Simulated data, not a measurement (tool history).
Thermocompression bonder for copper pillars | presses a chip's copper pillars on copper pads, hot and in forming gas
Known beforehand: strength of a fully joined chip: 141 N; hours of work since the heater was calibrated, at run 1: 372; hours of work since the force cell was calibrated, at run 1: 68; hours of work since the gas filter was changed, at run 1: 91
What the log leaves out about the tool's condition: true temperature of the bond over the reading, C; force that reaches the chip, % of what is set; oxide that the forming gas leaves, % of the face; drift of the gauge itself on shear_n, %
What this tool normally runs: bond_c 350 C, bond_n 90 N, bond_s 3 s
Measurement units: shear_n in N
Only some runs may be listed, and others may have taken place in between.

run   hour  bond_c  bond_n  bond_s  hours of work since the heater was calibrated  hours of work since the force cell was calibrated  hours of work since the gas filter was changed  shear_n
  1      0     350      90       3                                            372                                                 68                                              91       81
  2   17.4     350     100       3                                            385                                                 80                                             104     85.9
  3   36.7     350     100       4                                            400                                                 95                                             118     92.5
  4   48.7     350      90       3                                            408                                                104                                             127     79.9
  5   59.6     350     134       3                                            416                                                112                                             135     94.5
  6   75.7     350      73       3                                            428                                                123                                             147     71.6
  7   92.6     341      90       3                                            441                                                136                                             159     75.6
  8  102.9     341      90       3                                            448                                                144                                             167     74.3
  9  115.2     341      90       3                                            457                                                153                                             176     74.9
 10  123.9     350      90       3                                            464                                                159                                             182     79.2
 11  142.1     350      90       3                                            477                                                172                                             196     78.3
 12  150.7     350      90       3                                            484                                                179                                             202       79
 13  169.2     350      90       3                                            497                                                192                                             216     78.6
 14  180.3     350      90       3                                            505                                                201                                             224     79.3
 15  193.3     357      90       3                                            515                                                210                                             234     79.5
 16  212.8     321      86       3                                            529                                                225                                             248     61.1
 17  227.5     334      59       6                                            540                                                235                                             259     71.7
 18  244.1     334      59       6                                            552                                                248                                             271     72.8
 19  261.8     334      59       6                                            566                                                261                                             284     71.7
 20  279.2     331      60       3                                            578                                                273                                             297     55.5
 21  296.3     331      60       3                                            591                                                286                                             310     53.7
 22  306.3     331      60       3                                            598                                                293                                             317     53.4
 23  319.7     331      60       3                                            608                                                303                                             327     54.7
 24  334.6     347      90       4                                            619                                                314                                             338       81
 25  345.4     350     123       3                                            627                                                322                                             346     85.2

What would each run have given without the hidden state, its run-to-run variation left as it was?
run  shear_n
  1       82
  2     87.2
  3     94.4
  4     81.6
  5     96.9
  6     73.3
  7     77.6
  8     76.4
  9     77.2
 10     81.9
 11     81.2
 12     82.1
 13       82
 14     82.8
 15     83.4
 16       64
 17     75.4
 18     76.8
 19       76
 20     58.8
 21       57
 22       57
 23     58.3
 24     87.3
 25     92.2

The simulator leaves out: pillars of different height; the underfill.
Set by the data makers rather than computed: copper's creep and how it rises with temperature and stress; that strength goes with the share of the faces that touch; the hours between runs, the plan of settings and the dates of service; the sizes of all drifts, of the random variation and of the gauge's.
